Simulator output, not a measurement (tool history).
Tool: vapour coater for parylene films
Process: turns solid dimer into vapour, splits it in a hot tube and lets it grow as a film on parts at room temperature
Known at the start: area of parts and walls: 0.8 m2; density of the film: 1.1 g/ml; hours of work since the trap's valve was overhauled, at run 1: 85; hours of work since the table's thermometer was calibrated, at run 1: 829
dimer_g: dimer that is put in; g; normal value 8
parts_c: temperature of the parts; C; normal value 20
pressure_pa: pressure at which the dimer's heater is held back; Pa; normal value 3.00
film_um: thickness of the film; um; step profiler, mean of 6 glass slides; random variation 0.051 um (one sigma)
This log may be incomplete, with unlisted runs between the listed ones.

run   hour  dimer_g  parts_c  pressure_pa  hours of work since the trap's valve was overhauled  hours of work since the table's thermometer was calibrated  film_um
  1    0.0        8       20         3.00                                                   85                                                         829     5.71
  2   53.1        8       20         3.00                                                  114                                                         858     5.57
  3  105.9        8       20         3.00                                                  143                                                         888     5.50
  4  147.6        8       20         3.00                                                  166                                                         911     5.44
  5  185.3        8       20         7.11                                                  187                                                         931     5.12
  6  235.0        8       20         3.00                                                  214                                                         959     5.28
  7  258.7        8       20         3.00                                                  227                                                         972     5.27
  8  292.9        8       20         3.00                                                  246                                                         991     5.17
  9  330.7        8       20         3.00                                                  267                                                        1011     5.16
 10  362.6        8       20         3.00                                                  285                                                        1029     5.03
 11  388.9        8       20         3.00                                                  299                                                        1043     5.19
 12  417.3        9       20         3.00                                                  315                                                        1059     5.68
     425.8  -- trap's valve overhauled
 13  470.1        9       20         3.00                                                   24                                                        1086     5.46
     522.1  -- trap's valve overhauled, once more
 14  522.7        9       20         3.00                                                    0                                                        1113     6.48
 15  545.4        9       20         3.00                                                   13                                                        1125     6.51
 16  580.9        9       20         3.00                                                   32                                                        1145     6.49
 17  604.0        8       20         2.83                                                   45                                                        1158     5.74
 18  653.0        4       28         2.63                                                   72                                                        1185     2.26
 19  690.2        4       28         2.63                                                   93                                                        1205     2.24
 20  714.6        3       16         9.55                                                  106                                                        1219     2.25
 21  758.0        3       22         2.92                                                  130                                                        1242     1.95
 22  781.7        3       22         2.92                                                  143                                                        1255     1.94
 23  817.0        3       22         2.92                                                  162                                                        1275     1.93
 24  869.5        4       18         3.00                                                  191                                                        1304     2.83
 25  895.3        4       18         3.00                                                  206                                                        1318     2.84
 26  937.5        4       18         3.00                                                  229                                                        1341     2.77

Run 27 is up next; what results do you expect?
 27  975.0       10       12         3.77                                                  249                                                        1362        ?

film_um: 8.07 um
Minus the tool's unlogged condition, the same run would have read film_um 9.21 um.

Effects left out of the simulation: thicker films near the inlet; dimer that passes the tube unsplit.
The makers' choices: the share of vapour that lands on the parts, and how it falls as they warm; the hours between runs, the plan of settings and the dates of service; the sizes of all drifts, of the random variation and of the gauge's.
